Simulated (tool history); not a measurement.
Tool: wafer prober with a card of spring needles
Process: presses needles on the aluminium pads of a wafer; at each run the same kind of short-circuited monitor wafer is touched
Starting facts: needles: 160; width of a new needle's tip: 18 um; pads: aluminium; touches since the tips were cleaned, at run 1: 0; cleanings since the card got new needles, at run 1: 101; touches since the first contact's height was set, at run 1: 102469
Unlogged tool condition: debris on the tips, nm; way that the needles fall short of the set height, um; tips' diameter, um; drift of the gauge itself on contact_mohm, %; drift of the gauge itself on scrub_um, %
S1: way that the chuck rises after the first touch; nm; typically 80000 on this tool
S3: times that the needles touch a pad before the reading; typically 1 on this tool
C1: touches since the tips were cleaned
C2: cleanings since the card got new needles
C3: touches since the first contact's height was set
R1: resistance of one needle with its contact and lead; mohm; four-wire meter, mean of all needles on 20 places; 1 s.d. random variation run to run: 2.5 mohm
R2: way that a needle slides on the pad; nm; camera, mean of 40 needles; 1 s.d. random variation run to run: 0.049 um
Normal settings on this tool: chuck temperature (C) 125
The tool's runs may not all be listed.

{"run": 1, "hour": 0.0, "S1": 80000, "chuck temperature (C)": 125, "S3": 1, "C1": 0, "C2": 101, "C3": 102469, "R1": 292, "R2": 19400}
{"hour": 14.6, "done": "tips cleaned on abrasive film"}
{"hour": 29.7, "done": "tips cleaned on abrasive film"}
{"run": 2, "hour": 33.5, "S1": 80000, "chuck temperature (C)": 125, "S3": 2, "C1": 1229, "C2": 103, "C3": 113255, "R1": 290, "R2": 19330}
{"hour": 43.1, "done": "tips cleaned on abrasive film"}
{"hour": 58.0, "done": "tips cleaned on abrasive film"}
{"hour": 70.7, "done": "tips cleaned on abrasive film"}
{"hour": 76.5, "done": "height of the first contact set anew"}
{"run": 3, "hour": 79.5, "S1": 84000, "chuck temperature (C)": 125, "S3": 1, "C1": 2746, "C2": 106, "C3": 964, "R1": 286, "R2": 20340}
{"hour": 85.4, "done": "tips cleaned on abrasive film"}
{"hour": 100.8, "done": "tips cleaned on abrasive film"}
{"hour": 115.3, "done": "tips cleaned on abrasive film"}
{"hour": 129.0, "done": "tips cleaned on abrasive film"}
{"run": 4, "hour": 129.0, "S1": 84000, "chuck temperature (C)": 125, "S3": 1, "C1": 0, "C2": 110, "C3": 16881, "R1": 289, "R2": 20190}
{"hour": 141.8, "done": "tips cleaned on abrasive film"}
{"hour": 157.5, "done": "tips cleaned on abrasive film"}
{"run": 5, "hour": 167.7, "S1": 84000, "chuck temperature (C)": 125, "S3": 1, "C1": 3304, "C2": 112, "C3": 29335, "R1": 285, "R2": 20260}
{"hour": 170.9, "done": "tips cleaned on abrasive film"}
{"hour": 183.7, "done": "tips cleaned on abrasive film"}
{"hour": 197.6, "done": "tips cleaned on abrasive film"}
{"run": 6, "hour": 197.6, "S1": 80000, "chuck temperature (C)": 125, "S3": 1, "C1": 0, "C2": 115, "C3": 38947, "R1": 283, "R2": 19260}
{"hour": 212.9, "done": "tips cleaned on abrasive film"}
{"run": 7, "hour": 223.7, "S1": 80000, "chuck temperature (C)": 125, "S3": 1, "C1": 3513, "C2": 116, "C3": 47366, "R1": 287, "R2": 19270}
{"hour": 227.0, "done": "tips cleaned on abrasive film"}
{"hour": 239.7, "done": "tips cleaned on abrasive film"}
{"hour": 254.4, "done": "tips cleaned on abrasive film"}
{"run": 8, "hour": 263.8, "S1": 80000, "chuck temperature (C)": 125, "S3": 1, "C1": 3024, "C2": 119, "C3": 60240, "R1": 285, "R2": 19190}
{"hour": 270.2, "done": "tips cleaned on abrasive film"}
{"hour": 285.0, "done": "tips cleaned on abrasive film"}
{"run": 9, "hour": 289.4, "S1": 80000, "chuck temperature (C)": 79, "S3": 1, "C1": 1424, "C2": 121, "C3": 68476, "R1": 273, "R2": 19140}
{"hour": 298.6, "done": "tips cleaned on abrasive film"}
{"hour": 313.5, "done": "tips cleaned on abrasive film"}
{"hour": 328.6, "done": "tips cleaned on abrasive film"}
{"run": 10, "hour": 339.5, "S1": 80000, "chuck temperature (C)": 79, "S3": 1, "C1": 3547, "C2": 124, "C3": 84621, "R1": 277, "R2": 19120}
{"hour": 342.8, "done": "tips cleaned on abrasive film"}
{"hour": 358.7, "done": "tips cleaned on abrasive film"}
{"hour": 373.7, "done": "tips cleaned on abrasive film"}
{"run": 11, "hour": 383.0, "S1": 80000, "chuck temperature (C)": 79, "S3": 1, "C1": 3017, "C2": 127, "C3": 98599, "R1": 276, "R2": 19230}
{"hour": 389.4, "done": "tips cleaned on abrasive film"}
{"hour": 402.1, "done": "tips cleaned on abrasive film"}
{"run": 12, "hour": 406.6, "S1": 92000, "chuck temperature (C)": 125, "S3": 1, "C1": 1438, "C2": 129, "C3": 106167, "R1": 283, "R2": 21980}
{"hour": 415.5, "done": "tips cleaned on abrasive film"}
{"hour": 430.5, "done": "tips cleaned on abrasive film"}
{"hour": 445.2, "done": "tips cleaned on abrasive film"}
{"run": 13, "hour": 449.1, "S1": 92000, "chuck temperature (C)": 125, "S3": 1, "C1": 1248, "C2": 132, "C3": 119841, "R1": 291, "R2": 21970}
{"hour": 461.0, "done": "tips cleaned on abrasive film"}
{"hour": 469.9, "done": "height of the first contact set anew"}
{"hour": 475.3, "done": "tips cleaned on abrasive film"}
{"hour": 489.6, "done": "tips cleaned on abrasive film"}
{"run": 14, "hour": 501.7, "S1": 92000, "chuck temperature (C)": 125, "S3": 1, "C1": 3902, "C2": 135, "C3": 10208, "R1": 283, "R2": 21960}

Run 15 is up next; what results do you expect?
{"hour": 504.9, "done": "tips cleaned on abrasive film"}
{"hour": 520.8, "done": "tips cleaned on abrasive film"}
{"hour": 535.9, "done": "tips cleaned on abrasive film"}
{"hour": 549.8, "done": "tips cleaned on abrasive film"}
{"run": 15, "hour": 549.8, "S1": 92000, "chuck temperature (C)": 125, "S3": 1, "C1": 0, "C2": 139, "C3": 25660, "R1": "?", "R2": "?"}

For run 15 the tool returned R1 290 mohm, R2 21940 nm.
Were there no unlogged condition in the tool, this run, its random variation unchanged, would have produced R1 290 mohm, R2 22250 nm.
